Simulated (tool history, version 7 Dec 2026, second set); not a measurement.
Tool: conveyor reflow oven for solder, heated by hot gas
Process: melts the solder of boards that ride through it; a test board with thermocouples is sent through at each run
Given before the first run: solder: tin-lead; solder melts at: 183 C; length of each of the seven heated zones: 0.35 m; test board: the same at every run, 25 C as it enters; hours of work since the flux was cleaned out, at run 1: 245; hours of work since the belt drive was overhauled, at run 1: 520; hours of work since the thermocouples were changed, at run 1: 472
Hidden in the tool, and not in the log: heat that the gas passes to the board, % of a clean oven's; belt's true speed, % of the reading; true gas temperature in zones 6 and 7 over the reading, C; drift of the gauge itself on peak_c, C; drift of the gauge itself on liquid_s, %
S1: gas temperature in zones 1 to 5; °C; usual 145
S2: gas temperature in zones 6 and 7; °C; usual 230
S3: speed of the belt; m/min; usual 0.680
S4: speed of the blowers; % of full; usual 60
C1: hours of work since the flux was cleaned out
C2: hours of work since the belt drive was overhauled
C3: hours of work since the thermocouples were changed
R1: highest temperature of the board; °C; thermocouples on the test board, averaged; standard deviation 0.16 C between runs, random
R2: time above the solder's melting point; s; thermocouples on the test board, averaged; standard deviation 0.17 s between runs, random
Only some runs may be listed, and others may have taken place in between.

run   hour   S1   S2     S3  S4   C1   C2   C3     R1    R2
  1    0.0  145  230  0.680  60  245  520  472  207.6  39.9
  2   23.8  145  230  0.680  60  261  536  488  206.9  40.0
  3   36.0  132  230  0.680  60  270  544  496  204.2  33.1
  4   48.4  132  238  0.680  60  278  553  504  210.2  38.4
  5   67.7  132  238  0.680  60  291  566  517  210.0  38.1
  6   80.0  145  230  0.680  58  299  574  526  206.3  38.9
      89.6  -- flux residue cleaned out of gas plates and filters
  7  102.9  145  230  0.680  60    9  586  538  210.1  43.1
  8  125.3  145  230  0.680  60   24  601  553  210.3  42.9
  9  149.2  145  230  0.680  60   40  617  569  209.8  42.5
 10  161.5  145  230  0.680  60   48  626  577  209.6  42.6
 11  175.2  145  230  0.680  60   58  635  586  209.7  42.5
     181.6  -- belt drive overhauled, speed set with a stopwatch
 12  195.6  145  230  0.680  60   69    9  597  209.9  42.8
 13  215.3  145  230  0.680  60   82   23  611  209.8  42.9
 14  227.6  145  230  0.680  60   90   31  619  209.6  43.0
 15  252.1  138  230  0.580  60  107   47  635  213.0  52.1
 16  277.0  145  221  0.680  60  124   64  652  202.1  35.7
     296.1  -- belt drive overhauled, speed set with a stopwatch, once more
 17  299.6  145  221  0.680  60  136    2  665  201.3  33.7
 18  316.6  145  221  0.634  60  148   14  676  203.1  39.1
 19  337.0  154  221  0.634  73  161   28  690  207.1  47.8
 20  358.2  154  221  0.634  73  176   42  704  206.9  47.6
 21  372.6  155  230  0.680  60  185   52  714  210.2  46.1
 22  392.4  147  240  0.680  60  199   65  727  216.3  47.2
 23  406.9  146  230  0.680  87  208   75  737  212.8  45.5
 24  433.1  141  230  0.680  60  226   92  755  206.7  37.4
 25  446.3  155  230  0.680  53  235  101  764  208.5  43.7
 26  471.9  145  240  0.680  60  252  119  781  215.2  45.8

4 ways to go on from here, each from the tool as it stands after run 26. What would each give?
  A  486.2  145  230  0.680  51  262  128  791   ?   ?
  B  486.2  147  231  0.680  67  262  128  791   ?   ?
  C  486.2  145  238  0.680  60  262  128  791   ?   ?
  D  486.2  146  240  0.732  71  262  128  791   ?   ?

run     R1    R2
  A  204.7  36.6
  B  210.0  42.7
  C  213.4  44.5
  D  214.8  42.7
Without the tool's unlogged condition, the same runs would have read:
run     R1    R2
  A  208.1  40.4
  B  213.6  46.0
  C  217.1  47.5
  D  218.9  45.6
